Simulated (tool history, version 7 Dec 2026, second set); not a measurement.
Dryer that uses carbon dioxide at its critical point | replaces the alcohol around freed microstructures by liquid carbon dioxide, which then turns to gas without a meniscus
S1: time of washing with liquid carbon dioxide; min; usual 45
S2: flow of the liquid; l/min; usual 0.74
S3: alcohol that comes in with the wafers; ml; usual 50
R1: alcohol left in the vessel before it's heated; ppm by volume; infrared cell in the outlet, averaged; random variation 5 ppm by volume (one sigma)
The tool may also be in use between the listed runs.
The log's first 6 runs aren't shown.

{"run": 7, "hour": 148.8, "S1": 45, "S2": 0.74, "S3": 50, "R1": 68}
{"run": 8, "hour": 163.3, "S1": 45, "S2": 0.74, "S3": 50, "R1": 60}
{"run": 9, "hour": 191.9, "S1": 45, "S2": 0.74, "S3": 50, "R1": 74}
{"run": 10, "hour": 213.3, "S1": 45, "S2": 0.74, "S3": 50, "R1": 78}
{"run": 11, "hour": 237.6, "S1": 45, "S2": 0.74, "S3": 50, "R1": 81}
{"run": 12, "hour": 254.5, "S1": 45, "S2": 0.74, "S3": 50, "R1": 94}
{"run": 13, "hour": 273.5, "S1": 45, "S2": 0.74, "S3": 50, "R1": 91}
{"run": 14, "hour": 296.6, "S1": 34, "S2": 0.74, "S3": 50, "R1": 237}
{"run": 15, "hour": 325.1, "S1": 34, "S2": 0.74, "S3": 50, "R1": 250}
{"run": 16, "hour": 337.6, "S1": 45, "S2": 0.74, "S3": 50, "R1": 105}
{"run": 17, "hour": 366.7, "S1": 45, "S2": 0.74, "S3": 50, "R1": 103}
{"run": 18, "hour": 388.7, "S1": 45, "S2": 0.74, "S3": 50, "R1": 111}
{"run": 19, "hour": 404.7, "S1": 45, "S2": 0.74, "S3": 50, "R1": 122}
{"run": 20, "hour": 422.6, "S1": 55, "S2": 0.74, "S3": 50, "R1": 76}
{"run": 21, "hour": 448.8, "S1": 45, "S2": 0.97, "S3": 50, "R1": 58}
{"run": 22, "hour": 476.5, "S1": 45, "S2": 0.97, "S3": 50, "R1": 76}
{"run": 23, "hour": 502.2, "S1": 45, "S2": 0.74, "S3": 50, "R1": 136}
{"run": 24, "hour": 530.3, "S1": 45, "S2": 0.74, "S3": 50, "R1": 157}

Run 25 comes next. What will it give?
{"run": 25, "hour": 543.2, "S1": 45, "S2": 0.74, "S3": 50, "R1": "?"}

R1: 136 ppm by volume
Without the tool's hidden state the same run would have given R1 27 ppm by volume.

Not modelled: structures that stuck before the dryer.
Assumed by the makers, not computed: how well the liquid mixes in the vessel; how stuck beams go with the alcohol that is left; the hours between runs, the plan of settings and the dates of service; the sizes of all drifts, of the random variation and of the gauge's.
